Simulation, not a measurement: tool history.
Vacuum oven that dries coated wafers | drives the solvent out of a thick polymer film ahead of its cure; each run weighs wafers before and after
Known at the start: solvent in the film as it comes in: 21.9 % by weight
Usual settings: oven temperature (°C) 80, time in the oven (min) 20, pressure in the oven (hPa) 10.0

{"run": 1, "hour": 0.0, "oven temperature (°C)": 80, "time in the oven (min)": 20, "pressure in the oven (hPa)": 10.0, "solvent left in the film (%)": 1.82}
{"run": 2, "hour": 13.7, "oven temperature (°C)": 80, "time in the oven (min)": 20, "pressure in the oven (hPa)": 10.0, "solvent left in the film (%)": 1.75}
{"run": 3, "hour": 35.4, "oven temperature (°C)": 80, "time in the oven (min)": 20, "pressure in the oven (hPa)": 10.0, "solvent left in the film (%)": 1.82}
{"run": 4, "hour": 49.2, "oven temperature (°C)": 80, "time in the oven (min)": 20, "pressure in the oven (hPa)": 10.0, "solvent left in the film (%)": 1.74}
{"run": 5, "hour": 68.2, "oven temperature (°C)": 80, "time in the oven (min)": 20, "pressure in the oven (hPa)": 10.0, "solvent left in the film (%)": 1.72}
{"run": 6, "hour": 84.2, "oven temperature (°C)": 80, "time in the oven (min)": 20, "pressure in the oven (hPa)": 10.0, "solvent left in the film (%)": 1.77}
{"run": 7, "hour": 94.1, "oven temperature (°C)": 80, "time in the oven (min)": 20, "pressure in the oven (hPa)": 10.0, "solvent left in the film (%)": 1.9}
{"run": 8, "hour": 104.1, "oven temperature (°C)": 80, "time in the oven (min)": 20, "pressure in the oven (hPa)": 10.0, "solvent left in the film (%)": 1.88}
{"run": 9, "hour": 119.5, "oven temperature (°C)": 80, "time in the oven (min)": 20, "pressure in the oven (hPa)": 10.0, "solvent left in the film (%)": 1.8}
{"run": 10, "hour": 141.8, "oven temperature (°C)": 80, "time in the oven (min)": 20, "pressure in the oven (hPa)": 10.0, "solvent left in the film (%)": 1.79}
{"run": 11, "hour": 161.6, "oven temperature (°C)": 80, "time in the oven (min)": 20, "pressure in the oven (hPa)": 10.0, "solvent left in the film (%)": 1.8}
{"run": 12, "hour": 183.8, "oven temperature (°C)": 80, "time in the oven (min)": 20, "pressure in the oven (hPa)": 10.0, "solvent left in the film (%)": 1.93}
{"run": 13, "hour": 200.1, "oven temperature (°C)": 94, "time in the oven (min)": 13, "pressure in the oven (hPa)": 16.3, "solvent left in the film (%)": 1.36}
{"run": 14, "hour": 222.5, "oven temperature (°C)": 83, "time in the oven (min)": 20, "pressure in the oven (hPa)": 23.7, "solvent left in the film (%)": 2.66}
{"run": 15, "hour": 243.2, "oven temperature (°C)": 83, "time in the oven (min)": 20, "pressure in the oven (hPa)": 23.7, "solvent left in the film (%)": 2.71}
{"run": 16, "hour": 257.3, "oven temperature (°C)": 91, "time in the oven (min)": 20, "pressure in the oven (hPa)": 31.2, "solvent left in the film (%)": 2.29}
{"run": 17, "hour": 277.7, "oven temperature (°C)": 78, "time in the oven (min)": 20, "pressure in the oven (hPa)": 27.3, "solvent left in the film (%)": 4.12}
{"run": 18, "hour": 291.9, "oven temperature (°C)": 78, "time in the oven (min)": 20, "pressure in the oven (hPa)": 27.3, "solvent left in the film (%)": 4.14}
{"run": 19, "hour": 301.7, "oven temperature (°C)": 90, "time in the oven (min)": 20, "pressure in the oven (hPa)": 21.4, "solvent left in the film (%)": 1.77}
{"run": 20, "hour": 320.3, "oven temperature (°C)": 84, "time in the oven (min)": 16, "pressure in the oven (hPa)": 20.5, "solvent left in the film (%)": 2.66}
{"run": 21, "hour": 339.8, "oven temperature (°C)": 84, "time in the oven (min)": 16, "pressure in the oven (hPa)": 20.5, "solvent left in the film (%)": 2.7}
{"run": 22, "hour": 363.1, "oven temperature (°C)": 84, "time in the oven (min)": 17, "pressure in the oven (hPa)": 21.2, "solvent left in the film (%)": 2.55}
{"run": 23, "hour": 374.4, "oven temperature (°C)": 84, "time in the oven (min)": 17, "pressure in the oven (hPa)": 14.5, "solvent left in the film (%)": 2.02}
{"run": 24, "hour": 396.3, "oven temperature (°C)": 86, "time in the oven (min)": 13, "pressure in the oven (hPa)": 14.5, "solvent left in the film (%)": 2.4}

5 ways to go on from here, each from the tool as it stands after run 24. What would each give?
{"run": "A", "hour": 406.0, "oven temperature (°C)": 86, "time in the oven (min)": 30, "pressure in the oven (hPa)": 14.5, "solvent left in the film (%)": "?"}
{"run": "B", "hour": 406.0, "oven temperature (°C)": 77, "time in the oven (min)": 13, "pressure in the oven (hPa)": 14.5, "solvent left in the film (%)": "?"}
{"run": "C", "hour": 406.0, "oven temperature (°C)": 86, "time in the oven (min)": 13, "pressure in the oven (hPa)": 36.7, "solvent left in the film (%)": "?"}
{"run": "D", "hour": 406.0, "oven temperature (°C)": 70, "time in the oven (min)": 33, "pressure in the oven (hPa)": 16.7, "solvent left in the film (%)": "?"}
{"run": "E", "hour": 406.0, "oven temperature (°C)": 69, "time in the oven (min)": 10, "pressure in the oven (hPa)": 17.5, "solvent left in the film (%)": "?"}

run=A solvent_left_in_the_film_(%)=1.44
run=B solvent_left_in_the_film_(%)=4.60
run=C solvent_left_in_the_film_(%)=4.16
run=D solvent_left_in_the_film_(%)=3.53
run=E solvent_left_in_the_film_(%)=9.11
Without the tool's hidden state the same runs would have given:
run=A solvent_left_in_the_film_(%)=1.24
run=B solvent_left_in_the_film_(%)=4.23
run=C solvent_left_in_the_film_(%)=3.87
run=D solvent_left_in_the_film_(%)=3.12
run=E solvent_left_in_the_film_(%)=8.67
